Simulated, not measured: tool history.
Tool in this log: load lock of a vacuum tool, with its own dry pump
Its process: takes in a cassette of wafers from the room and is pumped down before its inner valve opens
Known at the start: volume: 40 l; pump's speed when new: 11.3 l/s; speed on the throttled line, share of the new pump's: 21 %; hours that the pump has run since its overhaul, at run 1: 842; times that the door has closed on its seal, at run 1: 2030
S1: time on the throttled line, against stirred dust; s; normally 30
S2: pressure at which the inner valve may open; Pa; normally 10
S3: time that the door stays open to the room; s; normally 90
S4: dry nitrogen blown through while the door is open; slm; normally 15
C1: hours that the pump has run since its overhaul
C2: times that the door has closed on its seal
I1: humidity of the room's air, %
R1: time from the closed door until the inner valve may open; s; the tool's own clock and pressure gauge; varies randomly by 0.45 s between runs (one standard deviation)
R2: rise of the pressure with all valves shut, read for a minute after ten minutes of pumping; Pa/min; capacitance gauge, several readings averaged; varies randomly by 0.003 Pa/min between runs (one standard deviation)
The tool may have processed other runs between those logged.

run	hour	S1	S2	S3	S4	C1	C2	I1	R1	R2
1	0	30	10	90	15	842	2030	45.8	56.6	0.04
2	74	30	8	90	15	916	2384	49.5	57.4	0.04
3	151	30	10	90	15	993	2752	46.6	56.6	0.042
4	214	30	10	90	15	1056	3054	44.1	57.3	0.045
5	326.6	44	10	90	15	1169	3593	45.6	67.9	0.039
6	394.7	44	10	90	15	1237	3919	45	68.6	0.039
7	497.7	30	10	90	15	1340	4412	45.1	57.1	0.042
8	576.9	30	10	90	15	1419	4790	46.6	57.2	0.041
9	673.9	30	10	90	15	1516	5255	39.2	57.3	0.039
10	736.8	30	10	90	15	1579	5556	43.9	57.1	0.043
11	837.2	30	10	143	15	1679	6036	43.4	55.8	0.055
12	913.9	30	10	143	15	1756	6403	46.7	55.4	0.055
13	965.4	30	11	143	15	1807	6650	43.2	56.2	0.053
14	1051.4	30	11	60	15	1893	7061	41.2	56.2	0.035
15	1141.5	30	11	60	15	1984	7493	45.9	57.3	0.032
16	1221	30	11	60	15	2063	7873	45.2	56.8	0.038
17	1293.9	30	11	60	15	2136	8222	43.6	56.2	0.029
18	1402.4	30	10	90	15	2244	8741	44.3	56.9	0.038
19	1462.9	30	10	44	15	2305	9030	43.7	56.7	0.026
20	1545.2	23	7	215	15	2387	9424	46.7	52.1	0.075
21	1602.8	23	7	215	5	2445	9700	45.3	52.4	0.088

Expected results for the next run?
22	1652.3	23	7	215	5	2494	9937	43.9	?	?

{"run 22": {"R1": 51.3, "R2": 0.086}}
If the tool had no hidden condition, the same run with the same run-to-run variation would have returned R1 51.3 s, R2 0.085 Pa/min.

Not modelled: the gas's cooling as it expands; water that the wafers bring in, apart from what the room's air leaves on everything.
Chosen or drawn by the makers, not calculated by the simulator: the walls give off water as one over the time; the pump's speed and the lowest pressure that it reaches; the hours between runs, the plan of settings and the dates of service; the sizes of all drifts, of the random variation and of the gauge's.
